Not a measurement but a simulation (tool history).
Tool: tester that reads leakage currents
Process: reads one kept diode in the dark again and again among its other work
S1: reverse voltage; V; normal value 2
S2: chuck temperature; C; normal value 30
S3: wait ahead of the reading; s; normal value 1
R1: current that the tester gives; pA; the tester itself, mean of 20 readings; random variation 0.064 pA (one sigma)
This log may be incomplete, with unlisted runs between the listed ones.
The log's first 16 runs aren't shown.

run    hour     S1  S2    S3     R1
      992.6  -- chuck's temperature calibrated
 17  1064.4      2  30     1  15.09
 18  1152.1      2  30     1  15.19
 19  1245.9      2  30     1  15.39
 20  1349.3      2  30     1   15.3
 21  1392.2  17.58  32  5.33  61.41
 22  1449.7   2.64  32  5.33  20.37
 23  1544.4  19.57  35  1.51  80.21
     1642.9  -- probe card cleaned and baked
 24  1646.1  19.57  35  1.51   64.6

The next listed run, before its measurement:
 25  1695.8   2  30  1.2   ?

R1: 13.86 pA
On a tool with no hidden condition, and with the same random variation, this run would have come out at R1 13.14 pA.
